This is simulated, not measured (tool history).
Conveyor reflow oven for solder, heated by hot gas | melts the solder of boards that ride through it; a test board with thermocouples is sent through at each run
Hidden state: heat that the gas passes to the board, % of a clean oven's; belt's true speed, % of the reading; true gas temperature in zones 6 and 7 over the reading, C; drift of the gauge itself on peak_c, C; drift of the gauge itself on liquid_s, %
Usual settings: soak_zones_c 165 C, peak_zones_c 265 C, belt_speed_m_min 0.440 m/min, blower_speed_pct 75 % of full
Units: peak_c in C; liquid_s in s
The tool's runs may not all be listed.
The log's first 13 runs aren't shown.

| run | hour | soak_zones_c | peak_zones_c | belt_speed_m_min | blower_speed_pct | hours of work since the flux was cleaned out | hours of work since the belt drive was overhauled | hours of work since the thermocouples were changed | peak_c | liquid_s |
|---|---|---|---|---|---|---|---|---|---|---|
| 14 | 92.7 | 165 | 265 | 0.440 | 75 | 317 | 89 | 303 | 247.2 | 71.2 |
| 15 | 100.4 | 165 | 265 | 0.440 | 75 | 321 | 94 | 307 | 247.2 | 70.8 |
| 16 | 105.9 | 165 | 265 | 0.440 | 75 | 324 | 97 | 310 | 246.9 | 70.8 |
| 17 | 114.8 | 168 | 265 | 0.440 | 70 | 329 | 102 | 315 | 245.1 | 70.7 |
| 18 | 123.9 | 168 | 265 | 0.440 | 70 | 334 | 107 | 320 | 246.0 | 70.6 |
| 19 | 130.5 | 170 | 276 | 0.415 | 70 | 338 | 111 | 324 | 258.3 | 89.3 |
| 20 | 138.9 | 165 | 277 | 0.365 | 51 | 343 | 116 | 329 | 256.9 | 96.0 |
| 21 | 148.4 | 165 | 277 | 0.365 | 51 | 348 | 121 | 334 | 255.3 | 96.7 |
|  | 153.3 | belt drive overhauled, speed set with a stopwatch |
| 22 | 160.2 | 164 | 265 | 0.440 | 51 | 353 | 4 | 339 | 238.8 | 54.2 |
| 23 | 166.4 | 165 | 271 | 0.457 | 57 | 356 | 7 | 342 | 243.3 | 61.4 |
| 24 | 176.8 | 160 | 262 | 0.351 | 58 | 362 | 13 | 348 | 245.9 | 85.7 |
| 25 | 184.8 | 160 | 262 | 0.351 | 58 | 367 | 18 | 353 | 245.5 | 86.4 |
| 26 | 191.2 | 164 | 262 | 0.382 | 75 | 370 | 22 | 356 | 248.0 | 86.0 |
| 27 | 199.2 | 164 | 273 | 0.492 | 72 | 375 | 26 | 361 | 247.4 | 62.7 |
|  | 204.4 | belt drive overhauled, speed set with a stopwatch, once more |
| 28 | 209.1 | 163 | 273 | 0.371 | 61 | 378 | 3 | 364 | 254.4 | 91.9 |
| 29 | 219.7 | 174 | 265 | 0.394 | 81 | 384 | 9 | 370 | 251.8 | 92.3 |
| 30 | 226.1 | 174 | 274 | 0.436 | 81 | 388 | 12 | 374 | 257.4 | 87.7 |
|  | 240.5 | flux residue cleaned out of gas plates and filters |
| 31 | 240.7 | 179 | 254 | 0.468 | 81 | 0 | 18 | 379 | 241.8 | 69.3 |

Forecast each of these 4 alternatives for the next run:
| A | 249.1 | 166 | 265 | 0.440 | 70 | 5 | 23 | 384 | ? | ? |
| B | 249.1 | 179 | 254 | 0.526 | 81 | 5 | 23 | 384 | ? | ? |
| C | 249.1 | 165 | 265 | 0.476 | 75 | 5 | 23 | 384 | ? | ? |
| D | 249.1 | 161 | 270 | 0.468 | 81 | 5 | 23 | 384 | ? | ? |

| run | peak_c | liquid_s |
|---|---|---|
| A | 248.0 | 74.2 |
| B | 239.3 | 56.5 |
| C | 247.5 | 66.4 |
| D | 252.1 | 73.5 |
Without the tool's hidden state the same runs would have given:
| run | peak_c | liquid_s |
|---|---|---|
| A | 248.7 | 75.0 |
| B | 240.0 | 57.4 |
| C | 248.2 | 67.1 |
| D | 252.9 | 74.2 |

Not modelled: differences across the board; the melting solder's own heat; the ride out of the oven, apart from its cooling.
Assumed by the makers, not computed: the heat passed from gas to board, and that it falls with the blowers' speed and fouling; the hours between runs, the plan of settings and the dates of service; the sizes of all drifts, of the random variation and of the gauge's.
